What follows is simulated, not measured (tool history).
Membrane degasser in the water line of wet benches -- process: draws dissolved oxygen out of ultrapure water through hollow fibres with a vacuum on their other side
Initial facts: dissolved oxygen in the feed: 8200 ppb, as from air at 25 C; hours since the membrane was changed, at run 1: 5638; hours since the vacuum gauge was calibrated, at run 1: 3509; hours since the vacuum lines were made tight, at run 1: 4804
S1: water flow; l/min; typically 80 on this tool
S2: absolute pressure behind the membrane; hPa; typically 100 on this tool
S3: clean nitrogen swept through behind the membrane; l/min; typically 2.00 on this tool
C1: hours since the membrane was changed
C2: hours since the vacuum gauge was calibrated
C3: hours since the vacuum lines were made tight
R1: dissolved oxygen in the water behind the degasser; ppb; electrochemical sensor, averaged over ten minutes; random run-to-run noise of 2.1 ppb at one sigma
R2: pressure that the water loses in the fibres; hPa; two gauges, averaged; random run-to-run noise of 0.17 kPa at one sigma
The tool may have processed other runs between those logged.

{"run": 1, "hour": 0.0, "S1": 80, "S2": 100, "S3": 2.0, "C1": 5638, "C2": 3509, "C3": 4804, "R1": 531.5, "R2": 261.7}
{"run": 2, "hour": 132.6, "S1": 80, "S2": 100, "S3": 2.0, "C1": 5771, "C2": 3641, "C3": 4937, "R1": 532.6, "R2": 256.1}
{"run": 3, "hour": 213.2, "S1": 62, "S2": 100, "S3": 2.0, "C1": 5852, "C2": 3722, "C3": 5018, "R1": 426.9, "R2": 200.9}
{"hour": 395.9, "done": "vacuum gauge calibrated"}
{"run": 4, "hour": 395.9, "S1": 62, "S2": 100, "S3": 2.0, "C1": 6034, "C2": 0, "C3": 5200, "R1": 426.2, "R2": 197.2}
{"run": 5, "hour": 486.7, "S1": 62, "S2": 100, "S3": 2.0, "C1": 6125, "C2": 91, "C3": 5290, "R1": 428.1, "R2": 200.5}
{"run": 6, "hour": 658.9, "S1": 62, "S2": 100, "S3": 2.0, "C1": 6297, "C2": 263, "C3": 5463, "R1": 426.0, "R2": 200.0}
{"run": 7, "hour": 841.6, "S1": 62, "S2": 100, "S3": 2.0, "C1": 6479, "C2": 446, "C3": 5645, "R1": 430.1, "R2": 200.6}
{"run": 8, "hour": 978.9, "S1": 80, "S2": 100, "S3": 2.0, "C1": 6617, "C2": 583, "C3": 5783, "R1": 529.9, "R2": 259.0}
{"run": 9, "hour": 1168.1, "S1": 80, "S2": 100, "S3": 2.0, "C1": 6806, "C2": 772, "C3": 5972, "R1": 531.0, "R2": 256.2}
{"run": 10, "hour": 1305.2, "S1": 56, "S2": 100, "S3": 2.0, "C1": 6943, "C2": 909, "C3": 6109, "R1": 393.7, "R2": 183.9}
{"run": 11, "hour": 1461.5, "S1": 80, "S2": 100, "S3": 2.0, "C1": 7099, "C2": 1066, "C3": 6265, "R1": 533.1, "R2": 258.9}
{"run": 12, "hour": 1626.9, "S1": 80, "S2": 100, "S3": 2.0, "C1": 7265, "C2": 1231, "C3": 6431, "R1": 534.8, "R2": 260.7}
{"run": 13, "hour": 1711.5, "S1": 80, "S2": 100, "S3": 1.62, "C1": 7349, "C2": 1316, "C3": 6515, "R1": 618.3, "R2": 260.4}
{"run": 14, "hour": 1892.9, "S1": 80, "S2": 95, "S3": 2.0, "C1": 7531, "C2": 1497, "C3": 6697, "R1": 498.9, "R2": 263.2}
{"run": 15, "hour": 1997.9, "S1": 80, "S2": 95, "S3": 2.0, "C1": 7636, "C2": 1602, "C3": 6802, "R1": 501.8, "R2": 257.4}
{"run": 16, "hour": 2082.3, "S1": 80, "S2": 64, "S3": 2.37, "C1": 7720, "C2": 1686, "C3": 6886, "R1": 234.3, "R2": 260.6}
{"run": 17, "hour": 2246.3, "S1": 80, "S2": 64, "S3": 2.37, "C1": 7884, "C2": 1850, "C3": 7050, "R1": 233.9, "R2": 258.8}
{"run": 18, "hour": 2394.3, "S1": 80, "S2": 122, "S3": 1.98, "C1": 8032, "C2": 1998, "C3": 7198, "R1": 701.0, "R2": 259.1}
{"hour": 2560.2, "done": "seals of the vacuum lines changed"}
{"run": 19, "hour": 2580.9, "S1": 80, "S2": 122, "S3": 1.98, "C1": 8217, "C2": 2183, "C3": 21, "R1": 702.9, "R2": 258.8}
{"run": 20, "hour": 2762.5, "S1": 91, "S2": 100, "S3": 2.0, "C1": 8398, "C2": 2365, "C3": 202, "R1": 604.4, "R2": 295.5}
{"run": 21, "hour": 2904.1, "S1": 91, "S2": 100, "S3": 2.0, "C1": 8540, "C2": 2506, "C3": 344, "R1": 601.2, "R2": 294.1}
{"run": 22, "hour": 3065.3, "S1": 95, "S2": 145, "S3": 1.78, "C1": 8701, "C2": 2667, "C3": 505, "R1": 1062.3, "R2": 307.7}
{"run": 23, "hour": 3162.5, "S1": 95, "S2": 145, "S3": 1.78, "C1": 8798, "C2": 2765, "C3": 602, "R1": 1068.9, "R2": 307.8}
{"run": 24, "hour": 3296.7, "S1": 91, "S2": 167, "S3": 5.81, "C1": 8933, "C2": 2899, "C3": 736, "R1": 491.7, "R2": 293.8}
{"run": 25, "hour": 3477.4, "S1": 54, "S2": 171, "S3": 2.0, "C1": 9113, "C2": 3080, "C3": 917, "R1": 756.4, "R2": 171.3}
{"run": 26, "hour": 3568.5, "S1": 54, "S2": 171, "S3": 2.0, "C1": 9204, "C2": 3171, "C3": 1008, "R1": 763.2, "R2": 174.7}
{"run": 27, "hour": 3751.6, "S1": 89, "S2": 126, "S3": 3.42, "C1": 9387, "C2": 3354, "C3": 1191, "R1": 531.2, "R2": 288.9}
{"run": 28, "hour": 3942.3, "S1": 89, "S2": 126, "S3": 3.42, "C1": 9578, "C2": 3544, "C3": 1382, "R1": 526.6, "R2": 288.6}
{"run": 29, "hour": 4119.0, "S1": 49, "S2": 126, "S3": 1.17, "C1": 9755, "C2": 3721, "C3": 1559, "R1": 738.7, "R2": 157.2}

Each run again, without the hidden state but with its own random variation kept:
Hidden state at play: membrane still open, %; true pressure behind the membrane over the reading, kPa; air that leaks in behind the membrane, l/min; drift of the gauge itself on oxygen_ppb, %; drift of the gauge itself on loss_of_pressure_kpa, %.
run=1 R1=531.3
run=2 R1=532.0
run=3 R1=426.3
run=4 R1=425.2
run=5 R1=426.9
run=6 R1=424.4
run=7 R1=428.0
run=8 R1=527.0
run=9 R1=527.5
run=10 R1=390.8
run=11 R1=528.7
run=12 R1=529.9
run=13 R1=612.4
run=14 R1=493.7
run=15 R1=496.2
run=16 R1=231.5
run=17 R1=230.9
run=18 R1=691.8
run=19 R1=693.0
run=20 R1=595.3
run=21 R1=591.6
run=22 R1=1044.5
run=23 R1=1050.5
run=24 R1=482.9
run=25 R1=742.2
run=26 R1=748.5
run=27 R1=520.4
run=28 R1=515.3
run=29 R1=722.3
R2: within 0.3 hPa of the measured result in every run.

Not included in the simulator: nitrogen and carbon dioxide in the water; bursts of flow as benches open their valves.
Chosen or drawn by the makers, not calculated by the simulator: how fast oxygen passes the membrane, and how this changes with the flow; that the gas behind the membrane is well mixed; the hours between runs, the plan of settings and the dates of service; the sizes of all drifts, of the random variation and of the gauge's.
